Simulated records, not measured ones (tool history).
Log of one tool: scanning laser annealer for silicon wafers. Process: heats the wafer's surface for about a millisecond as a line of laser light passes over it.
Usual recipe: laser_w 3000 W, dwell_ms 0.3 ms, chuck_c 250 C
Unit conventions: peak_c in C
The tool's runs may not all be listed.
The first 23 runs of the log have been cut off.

run 24 hour=336.3 | laser_w=2812 dwell_ms=0.263 chuck_c=280 | peak_c=940
run 25 hour=354 | laser_w=2736 dwell_ms=0.284 chuck_c=222 | peak_c=889
-- hour=357.4 window over the wafer cleaned
run 26 hour=375.5 | laser_w=2736 dwell_ms=0.362 chuck_c=222 | peak_c=962
run 27 hour=383.8 | laser_w=2995 dwell_ms=0.301 chuck_c=222 | peak_c=968
run 28 hour=392.8 | laser_w=2995 dwell_ms=0.301 chuck_c=274 | peak_c=1017
run 29 hour=402.9 | laser_w=2964 dwell_ms=0.239 chuck_c=266 | peak_c=923
run 30 hour=422.5 | laser_w=2964 dwell_ms=0.239 chuck_c=266 | peak_c=926
run 31 hour=441.6 | laser_w=2964 dwell_ms=0.239 chuck_c=266 | peak_c=923
run 32 hour=453.1 | laser_w=2964 dwell_ms=0.239 chuck_c=266 | peak_c=923
-- hour=460.1 window over the wafer cleaned, once more
run 33 hour=465.5 | laser_w=3000 dwell_ms=0.292 chuck_c=217 | peak_c=965
run 34 hour=478.2 | laser_w=2731 dwell_ms=0.3 chuck_c=250 | peak_c=938
run 35 hour=497.8 | laser_w=3194 dwell_ms=0.3 chuck_c=250 | peak_c=1056
run 36 hour=508.8 | laser_w=3274 dwell_ms=0.222 chuck_c=250 | peak_c=969
run 37 hour=519.7 | laser_w=3274 dwell_ms=0.222 chuck_c=250 | peak_c=969
run 38 hour=528.3 | laser_w=2690 dwell_ms=0.3 chuck_c=250 | peak_c=928
run 39 hour=546.7 | laser_w=2938 dwell_ms=0.305 chuck_c=233 | peak_c=981
run 40 hour=561.7 | laser_w=3000 dwell_ms=0.223 chuck_c=250 | peak_c=910

Forecast each of these 3 alternatives for the next run:
run A hour=573.7 | laser_w=3098 dwell_ms=0.223 chuck_c=276 | peak_c=?
run B hour=573.7 | laser_w=3000 dwell_ms=0.344 chuck_c=227 | peak_c=?
run C hour=573.7 | laser_w=2563 dwell_ms=0.223 chuck_c=223 | peak_c=?

run=A peak_c=956
run=B peak_c=1035
run=C peak_c=782
What these runs would have given with no unlogged condition in the tool:
run=A peak_c=964
run=B peak_c=1045
run=C peak_c=789

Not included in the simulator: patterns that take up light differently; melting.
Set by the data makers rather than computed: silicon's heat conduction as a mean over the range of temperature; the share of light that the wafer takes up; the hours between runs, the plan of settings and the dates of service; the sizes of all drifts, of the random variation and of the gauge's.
